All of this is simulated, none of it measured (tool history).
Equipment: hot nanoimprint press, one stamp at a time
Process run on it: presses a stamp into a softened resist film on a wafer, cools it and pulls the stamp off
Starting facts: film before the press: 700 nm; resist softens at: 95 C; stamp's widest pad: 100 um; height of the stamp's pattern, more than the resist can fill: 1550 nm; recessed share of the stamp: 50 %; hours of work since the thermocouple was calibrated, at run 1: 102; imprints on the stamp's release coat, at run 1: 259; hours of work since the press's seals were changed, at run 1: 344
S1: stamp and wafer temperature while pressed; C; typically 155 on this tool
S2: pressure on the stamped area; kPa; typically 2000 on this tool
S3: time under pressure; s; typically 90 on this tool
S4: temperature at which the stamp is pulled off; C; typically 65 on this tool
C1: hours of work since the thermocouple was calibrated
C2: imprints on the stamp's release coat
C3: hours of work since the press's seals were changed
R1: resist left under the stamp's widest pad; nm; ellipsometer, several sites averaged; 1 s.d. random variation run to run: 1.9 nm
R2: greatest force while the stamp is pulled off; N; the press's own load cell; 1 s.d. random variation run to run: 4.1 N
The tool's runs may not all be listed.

| run | hour | S1 | S2 | S3 | S4 | C1 | C2 | C3 | R1 | R2 |
|---|---|---|---|---|---|---|---|---|---|---|
| 1 | 0 | 155 | 2000 | 90 | 65 | 102 | 259 | 344 | 301.1 | 211 |
| 2 | 13.6 | 155 | 2000 | 90 | 65 | 112 | 333 | 354 | 301.3 | 206 |
| 3 | 34.3 | 155 | 2000 | 90 | 65 | 126 | 445 | 368 | 300.4 | 215 |
| 4 | 51.9 | 155 | 2000 | 74 | 65 | 139 | 541 | 381 | 325.2 | 215 |
| 5 | 65.5 | 155 | 2000 | 74 | 65 | 149 | 614 | 391 | 326.9 | 217 |
| 6 | 76 | 155 | 2000 | 74 | 65 | 156 | 671 | 398 | 328.8 | 230 |
|  | 81 | plate thermocouple calibrated |
| 7 | 92.4 | 155 | 2290 | 90 | 65 | 8 | 744 | 408 | 284.3 | 224 |
|  | 118.6 | stamp cleaned and given a new release coat |
| 8 | 122.5 | 155 | 2570 | 90 | 65 | 25 | 21 | 425 | 268.8 | 203 |
| 9 | 133.6 | 163 | 2570 | 90 | 70 | 33 | 81 | 433 | 170.8 | 176 |
| 10 | 148.2 | 152 | 1380 | 72 | 54 | 44 | 160 | 443 | 432.4 | 257 |
| 11 | 162.1 | 151 | 2000 | 168 | 65 | 54 | 236 | 453 | 292.5 | 207 |
| 12 | 185.6 | 149 | 2000 | 90 | 65 | 70 | 363 | 470 | 409 | 208 |
|  | 199.5 | plate thermocouple calibrated, once more |
| 13 | 199.5 | 157 | 2000 | 90 | 68 | 0 | 422 | 478 | 276.6 | 199 |
| 14 | 221.8 | 163 | 2990 | 77 | 68 | 16 | 543 | 493 | 172.5 | 208 |
| 15 | 244.6 | 155 | 2600 | 90 | 69 | 32 | 667 | 510 | 270.6 | 207 |

Some steps in R1 between neighbouring runs. How much of each would the tool show without its hidden state too (settings, what came in, random variation), and how much is left for the hidden state, with any gauge scatter that isn't in both results?
Hidden conditions of the tool in this case: true temperature over the reading, C; pressure that arrives at the usual setting, %; grip of the stamp's worn release coat, % over a new coat's; drift of the gauge itself on residual_nm, %; drift of the gauge itself on pull_off_n, %.
Run 9 -> 10: S1 163 -> 152, S2 2570 -> 1380, S3 90 -> 72, S4 70 -> 54. R1 +261.6 nm: hidden state -5.4, all else +267.
Run 12 -> 13: S1 149 -> 157, S4 65 -> 68, plate thermocouple calibrated, once more. R1 -132.4 nm: hidden state +11.2, all else -143.6.
